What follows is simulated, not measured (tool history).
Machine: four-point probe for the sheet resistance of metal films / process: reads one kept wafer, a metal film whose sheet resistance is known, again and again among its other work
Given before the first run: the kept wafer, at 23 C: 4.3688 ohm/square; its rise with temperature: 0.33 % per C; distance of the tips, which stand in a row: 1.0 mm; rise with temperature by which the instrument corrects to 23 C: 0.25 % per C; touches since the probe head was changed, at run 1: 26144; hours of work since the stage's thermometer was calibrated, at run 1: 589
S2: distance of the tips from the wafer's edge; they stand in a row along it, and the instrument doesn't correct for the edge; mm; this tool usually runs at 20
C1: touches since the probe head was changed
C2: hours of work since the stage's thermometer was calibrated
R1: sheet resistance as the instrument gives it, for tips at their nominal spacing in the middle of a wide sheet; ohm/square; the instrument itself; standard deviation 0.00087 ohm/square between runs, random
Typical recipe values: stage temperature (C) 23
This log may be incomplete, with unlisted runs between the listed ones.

run 1 day=0 | stage_temperature_(C)=23 S2=20 | C1=26144 C2=589 | R1=4.366593
run 2 day=0.875 | stage_temperature_(C)=23 S2=20 | C1=26897 C2=606 | R1=4.366199
run 3 day=1.504 | stage_temperature_(C)=23 S2=20 | C1=27439 C2=617 | R1=4.368405
run 4 day=2.362 | stage_temperature_(C)=23 S2=20 | C1=28181 C2=633 | R1=4.368253
run 5 day=2.762 | stage_temperature_(C)=23 S2=3 | C1=28525 C2=640 | R1=4.605525
run 6 day=3.458 | stage_temperature_(C)=23 S2=48 | C1=29125 C2=653 | R1=4.36249
run 7 day=3.875 | stage_temperature_(C)=23 S2=48 | C1=29484 C2=661 | R1=4.361281
run 8 day=4.362 | stage_temperature_(C)=23 S2=48 | C1=29902 C2=670 | R1=4.359851
run 9 day=4.921 | stage_temperature_(C)=23 S2=48 | C1=30385 C2=680 | R1=4.361221
run 10 day=5.292 | stage_temperature_(C)=23 S2=9 | C1=30704 C2=687 | R1=4.387942
run 11 day=6.204 | stage_temperature_(C)=23 S2=9 | C1=31489 C2=704 | R1=4.387694
run 12 day=6.867 | stage_temperature_(C)=23 S2=9 | C1=32062 C2=716 | R1=4.38909
run 13 day=7.642 | stage_temperature_(C)=26 S2=20 | C1=32729 C2=731 | R1=4.375029
run 14 day=8.362 | stage_temperature_(C)=20 S2=20 | C1=33349 C2=744 | R1=4.354978
run 15 day=9.096 | stage_temperature_(C)=23 S2=20 | C1=33984 C2=758 | R1=4.365084
run 16 day=9.717 | stage_temperature_(C)=23 S2=53 | C1=34517 C2=769 | R1=4.358883
-- day=9.817 stage's thermometer calibrated
run 17 day=10.271 | stage_temperature_(C)=24 S2=20 | C1=34975 C2=8 | R1=4.366137
run 18 day=10.962 | stage_temperature_(C)=24 S2=20 | C1=35574 C2=21 | R1=4.367905
-- day=11.621 stage's thermometer calibrated, once more
run 19 day=11.771 | stage_temperature_(C)=24 S2=20 | C1=36250 C2=3 | R1=4.37182
run 20 day=12.567 | stage_temperature_(C)=32 S2=4 | C1=36937 C2=17 | R1=4.537792
run 21 day=13.021 | stage_temperature_(C)=25 S2=42 | C1=37327 C2=26 | R1=4.373318
run 22 day=13.471 | stage_temperature_(C)=25 S2=42 | C1=37717 C2=34 | R1=4.372296
run 23 day=14.346 | stage_temperature_(C)=26 S2=25 | C1=38471 C2=50 | R1=4.376666
run 24 day=14.792 | stage_temperature_(C)=32 S2=46 | C1=38855 C2=59 | R1=4.395837
run 25 day=15.675 | stage_temperature_(C)=32 S2=46 | C1=39614 C2=75 | R1=4.394287
run 26 day=16.412 | stage_temperature_(C)=32 S2=46 | C1=40250 C2=89 | R1=4.394994
run 27 day=17.192 | stage_temperature_(C)=32 S2=46 | C1=40924 C2=103 | R1=4.395105
run 28 day=17.596 | stage_temperature_(C)=32 S2=46 | C1=41271 C2=110 | R1=4.393092
run 29 day=18.212 | stage_temperature_(C)=19 S2=9 | C1=41801 C2=122 | R1=4.376897
run 30 day=18.808 | stage_temperature_(C)=19 S2=9 | C1=42315 C2=133 | R1=4.375998
run 31 day=19.475 | stage_temperature_(C)=32 S2=20 | C1=42888 C2=145 | R1=4.399887
run 32 day=20.183 | stage_temperature_(C)=30 S2=19 | C1=43498 C2=158 | R1=4.393992

Forecast each of these 5 alternatives for the next run:
run A day=20.888 | stage_temperature_(C)=21 S2=19 | C1=44107 C2=171 | R1=?
run B day=20.888 | stage_temperature_(C)=23 S2=6 | C1=44107 C2=171 | R1=?
run C day=20.888 | stage_temperature_(C)=26 S2=47 | C1=44107 C2=171 | R1=?
run D day=20.888 | stage_temperature_(C)=24 S2=4 | C1=44107 C2=171 | R1=?
run E day=20.888 | stage_temperature_(C)=23 S2=43 | C1=44107 C2=171 | R1=?

run=A R1=4.361633
run=B R1=4.425579
run=C R1=4.374082
run=D R1=4.507722
run=E R1=4.363704
Stripped of hidden state, with their random variation kept, the same runs would have yielded:
run=A R1=4.368705
run=B R1=4.432741
run=C R1=4.38116
run=D R1=4.515006
run=E R1=4.370774
